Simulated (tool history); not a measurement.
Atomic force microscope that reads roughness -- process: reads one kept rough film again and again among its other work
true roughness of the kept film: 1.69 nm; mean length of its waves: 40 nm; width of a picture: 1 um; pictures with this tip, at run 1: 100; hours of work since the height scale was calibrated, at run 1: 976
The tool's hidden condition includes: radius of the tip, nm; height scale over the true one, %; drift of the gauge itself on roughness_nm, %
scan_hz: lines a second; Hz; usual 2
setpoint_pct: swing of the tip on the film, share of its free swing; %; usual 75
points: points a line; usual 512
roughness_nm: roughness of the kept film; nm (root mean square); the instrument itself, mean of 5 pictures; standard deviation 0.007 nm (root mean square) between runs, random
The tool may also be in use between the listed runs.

run,day,scan_hz,setpoint_pct,points,pictures with this tip,hours of work since the height scale was calibrated,roughness_nm
1,0,2,75,512,100,976,1.369
2,1.921,2,75,512,176,1001,1.334
3,3.9,2,75,512,254,1026,1.304
# day 5.092: new tip fitted
4,6.046,2,75,512,37,1053,1.426
5,7.229,1.33,75,512,84,1068,1.458
6,8.158,1.33,75,512,121,1080,1.438
7,9.688,1.33,75,512,182,1099,1.411

Estimate the outcome of run 8 from the log above:
# day 9.829: height scale calibrated on a step standard
8,11.658,0.69,59,694,258,23,?

roughness_nm: 1.477 nm (root mean square)
With no hidden state in the tool, this same run would have given roughness_nm 1.587 nm (root mean square).

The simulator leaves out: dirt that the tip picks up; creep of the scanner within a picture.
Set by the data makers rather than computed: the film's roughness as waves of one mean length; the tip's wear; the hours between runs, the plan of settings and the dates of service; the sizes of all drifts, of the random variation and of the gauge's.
